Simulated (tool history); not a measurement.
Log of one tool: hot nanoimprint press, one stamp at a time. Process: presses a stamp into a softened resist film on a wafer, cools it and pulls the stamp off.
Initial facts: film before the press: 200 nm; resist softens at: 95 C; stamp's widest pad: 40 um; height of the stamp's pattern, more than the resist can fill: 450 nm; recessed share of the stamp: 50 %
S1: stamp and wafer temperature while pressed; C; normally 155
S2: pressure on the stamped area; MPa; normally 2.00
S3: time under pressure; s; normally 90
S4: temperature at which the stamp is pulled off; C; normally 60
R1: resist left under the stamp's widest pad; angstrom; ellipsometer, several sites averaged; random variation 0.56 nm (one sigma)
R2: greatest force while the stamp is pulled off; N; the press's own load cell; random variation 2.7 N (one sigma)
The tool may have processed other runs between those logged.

run,hour,S1,S2,S3,S4,R1,R2
1,0.0,155,2.00,90,60,777,146
2,6.3,155,2.00,90,60,773,138
3,15.0,155,1.46,90,60,938,142
4,26.5,155,1.46,90,60,930,139
5,33.4,155,2.00,90,60,781,149
6,46.5,155,2.00,90,60,763,143
7,53.6,155,2.00,90,60,762,141
8,59.9,155,2.00,90,60,763,144
9,72.1,155,3.01,90,60,614,148
10,83.7,155,3.01,90,60,607,149
11,95.0,154,1.51,90,66,928,137
12,100.6,154,2.82,90,53,657,167
13,110.1,146,1.54,96,67,1143,126
14,122.7,146,1.54,96,67,1132,134
15,136.2,155,2.00,90,52,771,166
16,145.2,155,2.00,90,52,769,179
17,154.6,155,2.00,90,52,768,171

Branching from run 17: 5 alternative next runs. What would each branch give?
A,161.8,155,1.37,80,66,?,?
B,161.8,162,2.00,151,67,?,?
C,161.8,155,1.23,132,60,?,?
D,161.8,155,2.00,147,60,?,?
E,161.8,155,1.63,90,52,?,?

run,R1,R2
A,985,140
B,510,136
C,878,153
D,656,150
E,855,178
The same runs, with their run-to-run variation unchanged, on a tool lacking any hidden condition would have given:
run,R1,R2
A,1017,116
B,528,113
C,909,127
D,680,124
E,884,147
